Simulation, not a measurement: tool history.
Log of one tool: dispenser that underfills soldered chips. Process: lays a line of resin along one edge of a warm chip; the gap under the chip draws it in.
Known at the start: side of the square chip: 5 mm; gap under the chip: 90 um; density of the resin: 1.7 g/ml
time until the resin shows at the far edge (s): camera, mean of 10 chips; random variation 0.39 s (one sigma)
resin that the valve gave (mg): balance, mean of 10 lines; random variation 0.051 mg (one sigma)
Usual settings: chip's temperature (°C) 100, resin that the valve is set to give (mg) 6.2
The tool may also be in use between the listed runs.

run,hour,chip's temperature (°C),resin that the valve is set to give (mg),time until the resin shows at the far edge (s),resin that the valve gave (mg)
1,0,100,6.2,36.6,6
2,3.2,100,6.2,42,6.04
3,9.1,100,6.2,29.4,6.2
4,12.6,100,6.2,33.4,6.18
5,16.7,91,6.2,50.3,6.07
6,19.6,91,6.2,33,6.29
7,24.4,91,6.2,39.6,6.12
8,28.1,91,6.2,46.9,6.04
9,30.7,100,6.82,39.9,6.77
10,34.3,106,7.69,21.6,7.66
11,39.2,106,7.69,26.3,7.55
12,42.3,101,7.04,34.1,6.95

Not shown: 4 entries that the log had between the listed runs. Between which runs, and how does the tool's hidden state differ before and after?
Between runs 2 and 3: new syringe of resin (hour 4.4); dispensing valve cleaned and set on the balance (hour 7.7)
  resin's viscosity, % of fresh resin's: 170.4 -> 116.8; dose that the valve gives, % of what is set: 95.66 -> 99.85; true chip temperature over the reading, C: -0.39 -> -0.41
  measured less the result without the state, time until the resin shows at the far edge (s): +17.8 -> +4.5; resin that the valve gave (mg): -0.27 -> +0
Between runs 5 and 6: new syringe of resin (hour 19.3)
  resin's viscosity, % of fresh resin's: 159.3 -> 103.5; dose that the valve gives, % of what is set: 99.61 -> 99.53; true chip temperature over the reading, C: -0.44 -> -0.45
  measured less the result without the state, time until the resin shows at the far edge (s): +19.2 -> +1.5; resin that the valve gave (mg): -0.02 -> -0.03
Between runs 9 and 10: new syringe of resin (hour 33.2)
  resin's viscosity, % of fresh resin's: 162 -> 103.9; dose that the valve gives, % of what is set: 99.18 -> 99.08; true chip temperature over the reading, C: -0.5 -> -0.52
  measured less the result without the state, time until the resin shows at the far edge (s): +15.6 -> +1.1; resin that the valve gave (mg): -0.06 -> -0.07
